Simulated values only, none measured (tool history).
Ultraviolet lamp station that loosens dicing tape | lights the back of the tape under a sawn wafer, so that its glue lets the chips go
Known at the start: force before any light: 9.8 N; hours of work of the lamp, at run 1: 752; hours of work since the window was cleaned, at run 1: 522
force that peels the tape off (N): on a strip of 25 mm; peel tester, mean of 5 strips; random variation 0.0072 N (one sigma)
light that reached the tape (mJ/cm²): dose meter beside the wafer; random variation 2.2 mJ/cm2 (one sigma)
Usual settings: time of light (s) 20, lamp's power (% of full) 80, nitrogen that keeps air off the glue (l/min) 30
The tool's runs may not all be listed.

| run | day | time of light (s) | lamp's power (% of full) | nitrogen that keeps air off the glue (l/min) | hours of work of the lamp | hours of work since the window was cleaned | force that peels the tape off (N) | light that reached the tape (mJ/cm²) |
|---|---|---|---|---|---|---|---|---|
| 1 | 0.000 | 20 | 80 | 30 | 752 | 522 | 0.710 | 127 |
|  | 0.938 | window cleaned of glue's vapour |
| 2 | 3.525 | 20 | 80 | 30 | 814 | 46 | 0.661 | 127 |
| 3 | 5.400 | 20 | 80 | 30 | 848 | 79 | 0.710 | 126 |
| 4 | 8.521 | 20 | 80 | 30 | 903 | 135 | 0.796 | 121 |
| 5 | 12.279 | 20 | 80 | 30 | 970 | 202 | 0.899 | 117 |
|  | 13.117 | lamp changed |
| 6 | 15.567 | 20 | 80 | 30 | 43 | 259 | 0.303 | 190 |
| 7 | 17.629 | 20 | 80 | 42 | 80 | 296 | 0.278 | 187 |
| 8 | 20.192 | 34 | 80 | 30 | 126 | 341 | 0.163 | 312 |
| 9 | 22.367 | 20 | 80 | 30 | 164 | 380 | 0.325 | 183 |
| 10 | 25.567 | 24 | 80 | 30 | 221 | 437 | 0.246 | 209 |
| 11 | 28.950 | 20 | 68 | 30 | 281 | 497 | 0.564 | 139 |
|  | 31.171 | window cleaned of glue's vapour |
| 12 | 31.238 | 20 | 68 | 30 | 322 | 1 | 0.538 | 144 |
| 13 | 34.054 | 20 | 68 | 30 | 372 | 51 | 0.556 | 142 |
| 14 | 35.725 | 20 | 68 | 13 | 401 | 81 | 0.935 | 139 |
| 15 | 37.358 | 20 | 83 | 28 | 430 | 110 | 0.393 | 169 |
| 16 | 41.208 | 20 | 83 | 28 | 499 | 178 | 0.429 | 160 |
| 17 | 45.008 | 20 | 83 | 28 | 566 | 246 | 0.486 | 154 |

Forecast run 18:
| 18 | 47.312 | 20 | 80 | 51 | 607 | 287 | ? | ? |

force that peels the tape off (N): 0.434
light that reached the tape (mJ/cm²): 144
Without the tool's hidden state the same run would have given force that peels the tape off (N) 0.216, light that reached the tape (mJ/cm²) 200.
